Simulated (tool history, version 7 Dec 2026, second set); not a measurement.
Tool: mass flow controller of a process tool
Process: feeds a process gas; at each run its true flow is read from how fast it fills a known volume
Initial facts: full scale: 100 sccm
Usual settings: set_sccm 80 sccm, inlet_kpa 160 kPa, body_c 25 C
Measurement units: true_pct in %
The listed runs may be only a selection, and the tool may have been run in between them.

run	hour	set_sccm	inlet_kpa	body_c	true_pct
1	0.0	80	160	25	99.97
2	99.8	80	160	25	99.96
3	199.5	80	160	25	99.97
4	268.2	80	160	25	99.92
5	313.3	80	160	25	100.11
6	375.1	80	160	25	99.97
7	427.6	80	160	25	100.07
8	523.9	80	160	25	99.99
9	589.8	80	160	25	99.98
10	679.4	85	160	25	100.06
11	772.2	85	160	25	99.98
12	834.6	85	258	24	99.50
13	926.5	85	197	30	100.06
14	1021.9	68	160	26	99.95
15	1122.3	68	160	26	99.95
16	1189.5	68	160	26	99.94
17	1269.8	68	160	26	99.96
18	1337.9	68	160	26	100.03
19	1416.0	68	160	26	99.97

Each row is a separate what-if for the run after 19, all from the same tool condition, not one after another. Results?
A	1505.2	80	164	25	?
B	1505.2	27	203	32	?
C	1505.2	16	217	35	?

run	true_pct
A	100.06
B	99.70
C	99.61
Stripped of hidden state, with their random variation kept, the same runs would have yielded:
run	true_pct
A	100.06
B	99.69
C	99.61
